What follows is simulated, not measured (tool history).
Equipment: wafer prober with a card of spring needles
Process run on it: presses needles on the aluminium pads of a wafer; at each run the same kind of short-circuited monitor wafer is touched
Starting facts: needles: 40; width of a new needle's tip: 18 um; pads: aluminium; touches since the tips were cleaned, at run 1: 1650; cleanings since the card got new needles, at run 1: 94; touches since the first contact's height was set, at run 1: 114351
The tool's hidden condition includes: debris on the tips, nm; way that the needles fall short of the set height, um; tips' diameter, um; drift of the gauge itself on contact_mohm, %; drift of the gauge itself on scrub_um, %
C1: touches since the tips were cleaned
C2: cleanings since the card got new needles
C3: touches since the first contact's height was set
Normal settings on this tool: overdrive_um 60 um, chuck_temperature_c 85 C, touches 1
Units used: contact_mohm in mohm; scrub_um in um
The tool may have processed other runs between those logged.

run 1 hour=0.0 | overdrive_um=60 chuck_temperature_c=85 touches=1 | C1=1650 C2=94 C3=114351 | contact_mohm=399 scrub_um=15.26
-- hour=7.8 tips cleaned on abrasive film
-- hour=20.6 tips cleaned on abrasive film
-- hour=31.0 tips cleaned on abrasive film
-- hour=43.9 tips cleaned on abrasive film
-- hour=56.7 tips cleaned on abrasive film
-- hour=69.6 tips cleaned on abrasive film
-- hour=79.9 tips cleaned on abrasive film
run 2 hour=88.3 | overdrive_um=60 chuck_temperature_c=85 touches=1 | C1=3225 C2=101 C3=148223 | contact_mohm=493 scrub_um=15.12
-- hour=90.9 tips cleaned on abrasive film
-- hour=101.3 tips cleaned on abrasive film
-- hour=114.2 tips cleaned on abrasive film
-- hour=124.5 tips cleaned on abrasive film
-- hour=124.8 height of the first contact set anew
-- hour=135.1 tips cleaned on abrasive film
-- hour=148.0 tips cleaned on abrasive film
run 3 hour=156.1 | overdrive_um=60 chuck_temperature_c=85 touches=1 | C1=3131 C2=107 C3=12028 | contact_mohm=475 scrub_um=15.98
-- hour=158.7 tips cleaned on abrasive film
-- hour=169.1 tips cleaned on abrasive film
-- hour=181.9 tips cleaned on abrasive film
-- hour=194.8 tips cleaned on abrasive film
-- hour=207.7 tips cleaned on abrasive film
-- hour=218.0 tips cleaned on abrasive film
-- hour=228.4 tips cleaned on abrasive film
run 4 hour=231.3 | overdrive_um=60 chuck_temperature_c=85 touches=1 | C1=1143 C2=114 C3=40854 | contact_mohm=335 scrub_um=15.59
-- hour=239.1 tips cleaned on abrasive film
-- hour=249.4 tips cleaned on abrasive film
-- hour=262.3 tips cleaned on abrasive film
run 5 hour=269.4 | overdrive_um=60 chuck_temperature_c=85 touches=1 | C1=2751 C2=117 C3=55472 | contact_mohm=471 scrub_um=15.41
-- hour=274.6 tips cleaned on abrasive film
-- hour=285.0 tips cleaned on abrasive film
-- hour=297.8 tips cleaned on abrasive film
-- hour=308.2 tips cleaned on abrasive film
-- hour=318.5 tips cleaned on abrasive film
-- hour=331.4 tips cleaned on abrasive film
-- hour=341.7 tips cleaned on abrasive film
run 6 hour=346.7 | overdrive_um=54 chuck_temperature_c=85 touches=1 | C1=1925 C2=124 C3=85078 | contact_mohm=492 scrub_um=13.96
-- hour=354.4 tips cleaned on abrasive film
-- hour=367.3 tips cleaned on abrasive film
-- hour=380.2 tips cleaned on abrasive film
-- hour=390.5 tips cleaned on abrasive film
-- hour=403.4 tips cleaned on abrasive film
-- hour=416.3 tips cleaned on abrasive film
-- hour=426.6 tips cleaned on abrasive film
run 7 hour=431.1 | overdrive_um=54 chuck_temperature_c=85 touches=1 | C1=1719 C2=131 C3=117444 | contact_mohm=526 scrub_um=13.64
-- hour=438.8 tips cleaned on abrasive film
-- hour=449.2 tips cleaned on abrasive film
-- hour=462.0 tips cleaned on abrasive film
-- hour=474.9 tips cleaned on abrasive film
-- hour=485.2 tips cleaned on abrasive film
run 8 hour=489.4 | overdrive_um=54 chuck_temperature_c=85 touches=1 | C1=1586 C2=136 C3=139791 | contact_mohm=497 scrub_um=13.48
-- hour=497.1 tips cleaned on abrasive film
-- hour=507.4 tips cleaned on abrasive film
-- hour=520.3 tips cleaned on abrasive film
-- hour=533.2 tips cleaned on abrasive film
-- hour=546.1 tips cleaned on abrasive film
-- hour=548.9 height of the first contact set anew
-- hour=556.7 tips cleaned on abrasive film
-- hour=569.6 tips cleaned on abrasive film
-- hour=582.1 tips cleaned on abrasive film
run 9 hour=582.1 | overdrive_um=54 chuck_temperature_c=85 touches=1 | C1=0 C2=144 C3=12696 | contact_mohm=209 scrub_um=14.38
-- hour=592.4 tips cleaned on abrasive film
-- hour=605.3 tips cleaned on abrasive film
-- hour=615.6 tips cleaned on abrasive film
-- hour=628.5 tips cleaned on abrasive film
-- hour=640.8 tips cleaned on abrasive film
run 10 hour=640.8 | overdrive_um=54 chuck_temperature_c=85 touches=1 | C1=0 C2=149 C3=35219 | contact_mohm=199 scrub_um=14.08
-- hour=653.7 tips cleaned on abrasive film
-- hour=664.0 tips cleaned on abrasive film
-- hour=676.9 tips cleaned on abrasive film
-- hour=689.8 tips cleaned on abrasive film
-- hour=702.7 tips cleaned on abrasive film
-- hour=715.6 tips cleaned on abrasive film
-- hour=728.4 tips cleaned on abrasive film
run 11 hour=732.1 | overdrive_um=54 chuck_temperature_c=85 touches=1 | C1=1427 C2=156 C3=70258 | contact_mohm=471 scrub_um=13.90
-- hour=739.9 tips cleaned on abrasive film
-- hour=750.2 tips cleaned on abrasive film
-- hour=763.1 tips cleaned on abrasive film
-- hour=773.4 tips cleaned on abrasive film
-- hour=786.3 tips cleaned on abrasive film
run 12 hour=796.5 | overdrive_um=43 chuck_temperature_c=85 touches=1 | C1=3952 C2=161 C3=94970 | contact_mohm=1011 scrub_um=10.70
-- hour=799.2 tips cleaned on abrasive film
-- hour=812.1 tips cleaned on abrasive film
-- hour=822.4 tips cleaned on abrasive film
-- hour=835.3 tips cleaned on abrasive film
-- hour=845.6 tips cleaned on abrasive film
-- hour=858.5 tips cleaned on abrasive film
-- hour=871.4 tips cleaned on abrasive film
-- hour=884.2 tips cleaned on abrasive film
run 13 hour=888.3 | overdrive_um=74 chuck_temperature_c=45 touches=1 | C1=1554 C2=169 C3=130136 | contact_mohm=348 scrub_um=18.97
-- hour=896.0 tips cleaned on abrasive film
-- hour=908.9 tips cleaned on abrasive film
-- hour=919.2 tips cleaned on abrasive film
-- hour=932.1 tips cleaned on abrasive film
-- hour=945.0 tips cleaned on abrasive film
-- hour=957.9 tips cleaned on abrasive film
run 14 hour=959.1 | overdrive_um=44 chuck_temperature_c=45 touches=1 | C1=465 C2=175 C3=157295 | contact_mohm=486 scrub_um=10.95
-- hour=969.4 tips cleaned on abrasive film
-- hour=972.3 height of the first contact set anew
-- hour=982.6 tips cleaned on abrasive film
-- hour=995.5 tips cleaned on abrasive film
-- hour=1008.4 tips cleaned on abrasive film
-- hour=1021.2 tips cleaned on abrasive film
-- hour=1034.1 tips cleaned on abrasive film
-- hour=1047.0 tips cleaned on abrasive film
run 15 hour=1048.4 | overdrive_um=46 chuck_temperature_c=31 touches=3 | C1=529 C2=182 C3=29199 | contact_mohm=270 scrub_um=12.13
-- hour=1058.7 tips cleaned on abrasive film
-- hour=1071.6 tips cleaned on abrasive film
-- hour=1084.5 tips cleaned on abrasive film
-- hour=1094.8 tips cleaned on abrasive film
run 16 hour=1104.9 | overdrive_um=46 chuck_temperature_c=31 touches=3 | C1=3910 C2=186 C3=50903 | contact_mohm=448 scrub_um=11.86
-- hour=1107.5 tips cleaned on abrasive film
-- hour=1120.4 tips cleaned on abrasive film
-- hour=1133.3 tips cleaned on abrasive film
-- hour=1146.2 tips cleaned on abrasive film
-- hour=1156.5 tips cleaned on abrasive film
-- hour=1169.4 tips cleaned on abrasive film
-- hour=1179.7 tips cleaned on abrasive film
-- hour=1190.0 tips cleaned on abrasive film
run 17 hour=1197.0 | overdrive_um=75 chuck_temperature_c=92 touches=3 | C1=2698 C2=194 C3=86225 | contact_mohm=254 scrub_um=19.33
-- hour=1202.2 tips cleaned on abrasive film
-- hour=1215.1 tips cleaned on abrasive film
-- hour=1225.4 tips cleaned on abrasive film
-- hour=1238.3 tips cleaned on abrasive film
-- hour=1251.2 tips cleaned on abrasive film
-- hour=1264.1 tips cleaned on abrasive film
-- hour=1277.0 tips cleaned on abrasive film
run 18 hour=1285.7 | overdrive_um=73 chuck_temperature_c=44 touches=1 | C1=3388 C2=201 C3=120259 | contact_mohm=487 scrub_um=18.81
-- hour=1288.4 tips cleaned on abrasive film
-- hour=1298.7 tips cleaned on abrasive film
-- hour=1311.6 tips cleaned on abrasive film
-- hour=1324.5 tips cleaned on abrasive film
-- hour=1337.4 tips cleaned on abrasive film
-- hour=1347.7 tips cleaned on abrasive film
run 19 hour=1355.6 | overdrive_um=50 chuck_temperature_c=38 touches=1 | C1=3051 C2=207 C3=147037 | contact_mohm=845 scrub_um=12.60
-- hour=1358.2 tips cleaned on abrasive film
-- hour=1370.2 card fitted with new needles
-- hour=1380.6 tips cleaned on abrasive film
-- hour=1393.4 tips cleaned on abrasive film
-- hour=1403.8 tips cleaned on abrasive film
-- hour=1416.2 tips cleaned on abrasive film
run 20 hour=1416.2 | overdrive_um=50 chuck_temperature_c=25 touches=1 | C1=0 C2=4 C3=17636 | contact_mohm=173 scrub_um=13.32
-- hour=1429.1 tips cleaned on abrasive film
-- hour=1442.0 tips cleaned on abrasive film
-- hour=1454.9 tips cleaned on abrasive film
-- hour=1467.8 tips cleaned on abrasive film
-- hour=1480.6 tips cleaned on abrasive film
-- hour=1493.5 tips cleaned on abrasive film
run 21 hour=1498.1 | overdrive_um=66 chuck_temperature_c=25 touches=2 | C1=1784 C2=10 C3=49078 | contact_mohm=253 scrub_um=17.37
-- hour=1505.9 tips cleaned on abrasive film
-- hour=1516.2 tips cleaned on abrasive film
-- hour=1529.1 tips cleaned on abrasive film
-- hour=1542.0 tips cleaned on abrasive film
run 22 hour=1543.4 | overdrive_um=50 chuck_temperature_c=35 touches=2 | C1=552 C2=14 C3=66436 | contact_mohm=216 scrub_um=12.77

Had the tool no unlogged condition, and each run kept its random variation, what would the results have been?
run=1 contact_mohm=152 scrub_um=15.91
run=2 contact_mohm=152 scrub_um=15.97
run=3 contact_mohm=153 scrub_um=16.04
run=4 contact_mohm=155 scrub_um=15.87
run=5 contact_mohm=152 scrub_um=15.75
run=6 contact_mohm=154 scrub_um=14.47
run=7 contact_mohm=153 scrub_um=14.33
run=8 contact_mohm=155 scrub_um=14.32
run=9 contact_mohm=156 scrub_um=14.45
run=10 contact_mohm=155 scrub_um=14.29
run=11 contact_mohm=154 scrub_um=14.28
run=12 contact_mohm=164 scrub_um=11.19
run=13 contact_mohm=139 scrub_um=19.68
run=14 contact_mohm=157 scrub_um=11.83
run=15 contact_mohm=151 scrub_um=12.31
run=16 contact_mohm=149 scrub_um=12.16
run=17 contact_mohm=146 scrub_um=19.85
run=18 contact_mohm=139 scrub_um=19.53
run=19 contact_mohm=150 scrub_um=13.48
run=20 contact_mohm=143 scrub_um=13.42
run=21 contact_mohm=140 scrub_um=17.64
run=22 contact_mohm=147 scrub_um=13.14

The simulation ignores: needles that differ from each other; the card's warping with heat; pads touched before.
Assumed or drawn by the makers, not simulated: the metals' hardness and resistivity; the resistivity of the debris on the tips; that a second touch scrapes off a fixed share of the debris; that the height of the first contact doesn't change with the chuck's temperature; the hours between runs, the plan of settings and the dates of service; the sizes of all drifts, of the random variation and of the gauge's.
